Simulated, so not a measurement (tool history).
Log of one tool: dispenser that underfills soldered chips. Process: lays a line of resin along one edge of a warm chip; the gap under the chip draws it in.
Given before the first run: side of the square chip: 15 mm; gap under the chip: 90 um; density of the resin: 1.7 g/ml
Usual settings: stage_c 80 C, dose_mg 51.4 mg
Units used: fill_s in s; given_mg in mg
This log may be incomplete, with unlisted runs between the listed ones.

run     day  stage_c  dose_mg  fill_s  given_mg
  1       0       80     51.4   178.7     50.34
      0.158  -- new syringe of resin
  2   0.483       80     51.4   173.8     49.78
      0.662  -- new syringe of resin
       0.85  -- dispensing valve cleaned and set on the balance
  3   1.138       67     51.4   369.4     51.45
      1.217  -- new syringe of resin
  4    1.55       67     51.4     336     51.22
      1.742  -- new syringe of resin
  5   2.138       80     51.4     177     51.23
      2.242  -- new syringe of resin
  6   2.688       80     51.4   188.5     50.78
      2.754  -- new syringe of resin
      3.308  -- new syringe of resin
  7   3.371       80     51.4     135     50.31
      3.812  -- new syringe of resin
  8   4.012       80     51.4   154.1     50.05
      4.367  -- new syringe of resin
  9   4.488       80     51.4   141.1     49.73
      4.912  -- new syringe of resin
 10   4.958       80     51.4   128.7      49.7
      5.079  -- dispensing valve cleaned and set on the balance
      5.488  -- new syringe of resin
 11   5.671       80     51.4   151.5     51.25
      6.012  -- new syringe of resin
 12   6.233       80     51.4   147.1     50.91
      6.533  -- new syringe of resin
 13   6.554       80     51.4     127     50.92
 14       7       92     49.9   105.5     49.28
      7.071  -- new syringe of resin
 15   7.408       86     44.8   130.6     43.97
      7.592  -- new syringe of resin
 16   7.733       93     64.8    73.5      63.1
      8.138  -- new syringe of resin
 17   8.167       69     61.6   217.2     60.12
      8.679  -- new syringe of resin
      8.829  -- stage's temperature calibrated
 18   8.888       69     65.6   280.6     63.46
      9.225  -- new syringe of resin
      9.346  -- dispensing valve cleaned and set on the balance
 19   9.479       69     65.6   289.5     65.49
      9.771  -- new syringe of resin
 20   9.879       69     65.6   273.3     64.43
     10.288  -- new syringe of resin
 21  10.492       88     46.4   112.6     45.87
     10.796  -- new syringe of resin
 22  10.929       88     46.4   108.7      45.4

Consider 5 possible next runs. They are alternatives, not a sequence: every one starts from the tool as it was left by run 22. What does each give?
     11.317  -- new syringe of resin
  A  11.575       69     46.3       ?         ?
     11.317  -- new syringe of resin
  B  11.575       80     46.4       ?         ?
     11.317  -- new syringe of resin
  C  11.575       66     48.9       ?         ?
     11.317  -- new syringe of resin
  D  11.575       81     53.5       ?         ?
     11.317  -- new syringe of resin
  E  11.575       82     44.3       ?         ?

run  fill_s  given_mg
  A   321.7     44.96
  B   180.3     45.51
  C   370.4     48.21
  D   165.7      52.7
  E   167.3     43.29
Without the tool's hidden state the same runs would have given:
run  fill_s  given_mg
  A   254.1     45.98
  B   142.4     46.54
  C     293      49.3
  D   131.2      53.9
  E     132     44.27
